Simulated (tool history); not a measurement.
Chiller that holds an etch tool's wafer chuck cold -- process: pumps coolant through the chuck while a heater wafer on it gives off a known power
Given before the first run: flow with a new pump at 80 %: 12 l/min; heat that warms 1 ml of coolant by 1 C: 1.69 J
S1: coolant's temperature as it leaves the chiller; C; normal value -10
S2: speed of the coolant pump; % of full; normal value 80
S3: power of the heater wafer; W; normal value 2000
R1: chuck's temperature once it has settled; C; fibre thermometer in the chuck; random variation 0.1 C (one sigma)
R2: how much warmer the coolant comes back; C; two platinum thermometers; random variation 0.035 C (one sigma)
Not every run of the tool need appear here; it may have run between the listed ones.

run 1 hour=0 | S1=-10 S2=80 S3=2000 | R1=6.2 R2=6.32
run 2 hour=168 | S1=-10 S2=80 S3=2000 | R1=6.3 R2=6.33
run 3 hour=355.5 | S1=-10 S2=85 S3=2000 | R1=5.7 R2=5.96
-- hour=376.4 chiller's thermometer calibrated
run 4 hour=570.1 | S1=-10 S2=66 S3=2000 | R1=8.6 R2=7.76
run 5 hour=751.3 | S1=-10 S2=66 S3=2000 | R1=8.6 R2=7.77
run 6 hour=871.7 | S1=-10 S2=66 S3=2000 | R1=8.6 R2=7.74
-- hour=982.5 chiller's thermometer calibrated, once more
run 7 hour=1054.9 | S1=-14 S2=85 S3=1619 | R1=-1 R2=4.89
run 8 hour=1189.6 | S1=-1 S2=67 S3=1144 | R1=9.7 R2=4.4
run 9 hour=1374.5 | S1=-13 S2=71 S3=1144 | R1=-2.7 R2=4.12
run 10 hour=1497.5 | S1=-13 S2=71 S3=1144 | R1=-2.5 R2=4.2
run 11 hour=1632.8 | S1=-13 S2=71 S3=1144 | R1=-2.6 R2=4.11

3 ways to go on from here, each from the tool as it stands after run 11. What would each give?
run A hour=1836.9 | S1=-11 S2=71 S3=2190 | R1=? R2=?
run B hour=1836.9 | S1=0 S2=63 S3=1144 | R1=? R2=?
run C hour=1836.9 | S1=-13 S2=74 S3=2756 | R1=? R2=?

run=A R1=9.1 R2=7.9
run=B R1=11.3 R2=4.65
run=C R1=11.7 R2=9.63
Without the tool's unlogged condition, the same runs would have read:
run=A R1=7.4 R2=7.23
run=B R1=10.4 R2=4.26
run=C R1=9.6 R2=8.82
